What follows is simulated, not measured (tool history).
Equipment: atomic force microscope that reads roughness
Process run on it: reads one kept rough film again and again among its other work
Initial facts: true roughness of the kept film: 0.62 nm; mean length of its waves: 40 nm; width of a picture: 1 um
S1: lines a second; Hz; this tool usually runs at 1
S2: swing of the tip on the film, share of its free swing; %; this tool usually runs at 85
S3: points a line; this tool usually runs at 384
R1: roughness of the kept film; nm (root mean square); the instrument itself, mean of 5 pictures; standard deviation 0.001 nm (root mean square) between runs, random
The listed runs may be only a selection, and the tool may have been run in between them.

run,hour,S1,S2,S3,R1
1,0,1,85,384,0.535
2,6.7,1,85,937,0.536
3,15.7,1,85,384,0.532
4,23.3,1,85,911,0.533
5,30.3,1,85,911,0.532
6,44.6,1,85,384,0.527
7,53.8,1,85,357,0.527
8,61.3,1,85,331,0.524
# hour 66.2: new tip fitted
9,75.8,1,85,384,0.541
# hour 78.3: height scale calibrated on a step standard
10,85.9,1,84,384,0.544
11,94,0.55,63,531,0.597
12,107.3,0.55,63,531,0.594
13,121.1,0.55,73,302,0.581
14,136,0.55,71,302,0.58
15,149.8,1.41,85,573,0.51
# hour 154.7: height scale calibrated on a step standard, once more
16,162.1,1.24,68,401,0.559
17,173.1,3.93,57,501,0.537
# hour 183: new tip fitted
18,185.8,2.05,57,509,0.579
19,194.3,1,59,293,0.59

Here are 3 independent what-if runs from the current tool condition. What would each one return?
A,206,2.62,69,426,?
B,206,1.14,59,321,?
C,206,0.79,61,474,?

run,R1
A,0.527
B,0.586
C,0.593
With no hidden state in the tool, these same runs would have given:
run,R1
A,0.531
B,0.59
C,0.597
